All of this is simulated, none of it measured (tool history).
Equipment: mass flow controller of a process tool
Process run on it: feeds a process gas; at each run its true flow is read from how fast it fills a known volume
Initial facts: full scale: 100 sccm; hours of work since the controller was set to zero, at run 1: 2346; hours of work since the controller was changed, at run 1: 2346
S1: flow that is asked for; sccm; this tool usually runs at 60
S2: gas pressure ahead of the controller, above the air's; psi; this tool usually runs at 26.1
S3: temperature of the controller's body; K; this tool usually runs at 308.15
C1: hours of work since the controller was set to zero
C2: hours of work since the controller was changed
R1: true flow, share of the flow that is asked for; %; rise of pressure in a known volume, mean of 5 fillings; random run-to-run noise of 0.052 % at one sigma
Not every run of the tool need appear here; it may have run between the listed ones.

Run 1, hour 0: usual settings; C1 2346; C2 2346. Result: R1 99.39 %.
Run 2, hour 238: usual settings but S3 301.15 K; C1 2434; C2 2434. Result: R1 98.89 %.
Run 3, hour 474.7: usual settings but S3 301.15 K; C1 2522; C2 2522. Result: R1 98.64 %.
Run 4, hour 636.3: usual settings; C1 2582; C2 2582. Result: R1 98.9 %.
Run 5, hour 877.2: usual settings; C1 2671; C2 2671. Result: R1 98.77 %.
Run 6, hour 1098.5: usual settings; C1 2752; C2 2752. Result: R1 98.55 %.
Run 7, hour 1264.1: usual settings; C1 2814; C2 2814. Result: R1 98.51 %.
Run 8, hour 1539: usual settings; C1 2915; C2 2915. Result: R1 98.28 %.
Run 9, hour 1719.4: usual settings; C1 2982; C2 2982. Result: R1 98.16 %.
Run 10, hour 1931.9: usual settings; C1 3060; C2 3060. Result: R1 98.05 %.
Run 11, hour 2054: usual settings; C1 3105; C2 3105. Result: R1 97.97 %.
Run 12, hour 2192.8: usual settings but S2 20.6 psi; C1 3157; C2 3157. Result: R1 97.93 %.
Run 13, hour 2437.4: usual settings but S1 25 sccm, S2 20.9 psi, S3 298.15 K; C1 3247; C2 3247. Result: R1 96.23 %.
Run 14, hour 2691.1: usual settings but S1 25 sccm, S2 33.1 psi, S3 304.15 K; C1 3341; C2 3341. Result: R1 96.22 %.
Run 15, hour 2841.8: usual settings but S1 15 sccm, S2 31.5 psi, S3 307.15 K; C1 3397; C2 3397. Result: R1 96.13 %.

The next listed run, before its measurement:
Run 16, hour 2987: usual settings but S1 15 sccm, S2 31.5 psi, S3 307.15 K; C1 3450; C2 3450. Result: R1 ?.

Run 16 gave R1 96.02 %.
Minus the tool's unlogged condition, the same run would have read R1 97.98 %.
